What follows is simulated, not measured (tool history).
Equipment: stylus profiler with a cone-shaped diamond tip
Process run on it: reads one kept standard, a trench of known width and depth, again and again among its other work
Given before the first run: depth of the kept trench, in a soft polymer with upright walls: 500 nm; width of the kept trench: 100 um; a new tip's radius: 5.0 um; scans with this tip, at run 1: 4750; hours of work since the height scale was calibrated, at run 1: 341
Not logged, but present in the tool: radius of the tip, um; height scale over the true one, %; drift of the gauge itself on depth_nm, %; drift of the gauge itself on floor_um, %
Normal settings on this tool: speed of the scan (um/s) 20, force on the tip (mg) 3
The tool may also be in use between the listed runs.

| run | day | speed of the scan (um/s) | force on the tip (mg) | scans with this tip | hours of work since the height scale was calibrated | depth of the trench (Å) | width of the trench's floor (nm) |
|---|---|---|---|---|---|---|---|
| 1 | 0 | 20 | 3 | 4750 | 341 | 5062.2 | 94410 |
| 2 | 1.629 | 20 | 3.65 | 5032 | 361 | 5071.6 | 94370 |
| 3 | 3.296 | 20 | 3.65 | 5321 | 382 | 5071 | 94270 |
| 4 | 4.65 | 56 | 3 | 5556 | 399 | 5060.2 | 94070 |
| 5 | 6.142 | 56 | 3 | 5815 | 418 | 5061.7 | 93950 |
| 6 | 7.25 | 56 | 3 | 6007 | 431 | 5060 | 93990 |
| 7 | 8.188 | 20 | 3 | 6169 | 443 | 5062.6 | 94120 |
| 8 | 9.646 | 20 | 3 | 6421 | 461 | 5061.7 | 94030 |
| 9 | 10.808 | 20 | 3 | 6623 | 476 | 5060.8 | 94030 |
| 10 | 12.388 | 20 | 3 | 6897 | 495 | 5059.9 | 94000 |
| 11 | 14.604 | 20 | 3 | 7281 | 523 | 5060.8 | 93890 |
| 12 | 15.808 | 20 | 3 | 7489 | 538 | 5060.2 | 93840 |
| 13 | 17.688 | 20 | 3 | 7815 | 561 | 5058.7 | 93770 |
| 14 | 19.371 | 49 | 3 | 8107 | 582 | 5057.5 | 93600 |
| 15 | 21.483 | 20 | 3 | 8473 | 609 | 5056.9 | 93600 |
| 16 | 23.104 | 20 | 1.38 | 8753 | 629 | 5030.9 | 93620 |
| 17 | 24.788 | 20 | 1.38 | 9045 | 650 | 5030.3 | 93540 |
| 18 | 25.758 | 20 | 1.38 | 9213 | 662 | 5030.8 | 93450 |
| 19 | 27.675 | 20 | 1.38 | 9545 | 686 | 5030.4 | 93440 |
| 20 | 29.642 | 20 | 1.38 | 9886 | 710 | 5030.9 | 93300 |
| 21 | 31.767 | 20 | 1.38 | 10254 | 736 | 5029.7 | 93290 |
| 22 | 33.821 | 20 | 1.38 | 10611 | 762 | 5027.5 | 93190 |
| 23 | 35.929 | 20 | 1.38 | 10975 | 788 | 5030.8 | 93140 |
| 24 | 37.462 | 23 | 1.91 | 11242 | 807 | 5040.3 | 93080 |
| 25 | 39.096 | 23 | 1.91 | 11524 | 828 | 5038.6 | 93020 |
| 26 | 40.612 | 33 | 2.55 | 11787 | 847 | 5050.4 | 92930 |
| 27 | 42.817 | 10 | 8.33 | 12169 | 874 | 5122.5 | 93050 |
| 28 | 44.367 | 15 | 1.21 | 12438 | 893 | 5026.9 | 92910 |
| 29 | 46.162 | 35 | 7.24 | 12749 | 916 | 5108.2 | 92830 |
| 30 | 48.383 | 11 | 5.32 | 13134 | 943 | 5088.4 | 92830 |
| 31 | 49.317 | 38 | 1.02 | 13296 | 955 | 5018.9 | 92490 |
| 32 | 51.217 | 17 | 4.78 | 13625 | 979 | 5078.8 | 92770 |
| 33 | 52.504 | 37 | 1.62 | 13848 | 995 | 5031.7 | 92500 |
| 34 | 54.204 | 37 | 1.62 | 14142 | 1016 | 5029.9 | 92450 |
| 35 | 55.583 | 37 | 1.62 | 14382 | 1033 | 5030.8 | 92420 |
| 36 | 57.258 | 7 | 2.34 | 14671 | 1054 | 5045.1 | 92580 |
| 37 | 59.283 | 20 | 5.39 | 15022 | 1079 | 5085.9 | 92530 |
| 38 | 60.504 | 15 | 2.44 | 15234 | 1094 | 5045.1 | 92480 |
| 39 | 62.829 | 51 | 1.12 | 15637 | 1123 | 5020.1 | 92060 |
| 40 | 64.792 | 14 | 4.96 | 15977 | 1147 | 5078 | 92390 |
| 41 | 66.696 | 14 | 4.96 | 16307 | 1171 | 5076.2 | 92260 |
| 42 | 68.412 | 48 | 4.07 | 16604 | 1192 | 5065.6 | 92160 |
| 43 | 70.388 | 5 | 1.83 | 16946 | 1217 | 5032.9 | 92250 |
| 44 | 71.346 | 24 | 3.8 | 17113 | 1229 | 5064.2 | 92110 |
| 45 | 72.808 | 24 | 3.8 | 17366 | 1247 | 5062.6 | 92070 |
| 46 | 73.983 | 24 | 3.8 | 17570 | 1262 | 5063.2 | 92060 |

Selected run-to-run steps in depth of the trench (Å), each split into two signed amounts: the part the tool would show with no hidden state at all (from settings, incoming material and random variation), and the remainder, which goes to the hidden state together with any gauge scatter not common to the measured and the hidden-state-free results:
Run 26 -> 27: speed of the scan (um/s) 33 -> 10, force on the tip (mg) 2.55 -> 8.33. depth of the trench (Å) +72.1: hidden state -0.5, all else +72.6.
Run 27 -> 28: speed of the scan (um/s) 10 -> 15, force on the tip (mg) 8.33 -> 1.21. depth of the trench (Å) -95.6: hidden state +0, all else -95.6.
Run 28 -> 29: speed of the scan (um/s) 15 -> 35, force on the tip (mg) 1.21 -> 7.24. depth of the trench (Å) +81.3: hidden state -0.4, all else +81.7.
Run 36 -> 37: speed of the scan (um/s) 7 -> 20, force on the tip (mg) 2.34 -> 5.39. depth of the trench (Å) +40.8: hidden state -0.5, all else +41.3.
Run 39 -> 40: speed of the scan (um/s) 51 -> 14, force on the tip (mg) 1.12 -> 4.96. depth of the trench (Å) +57.9: hidden state -0.5, all else +58.4.
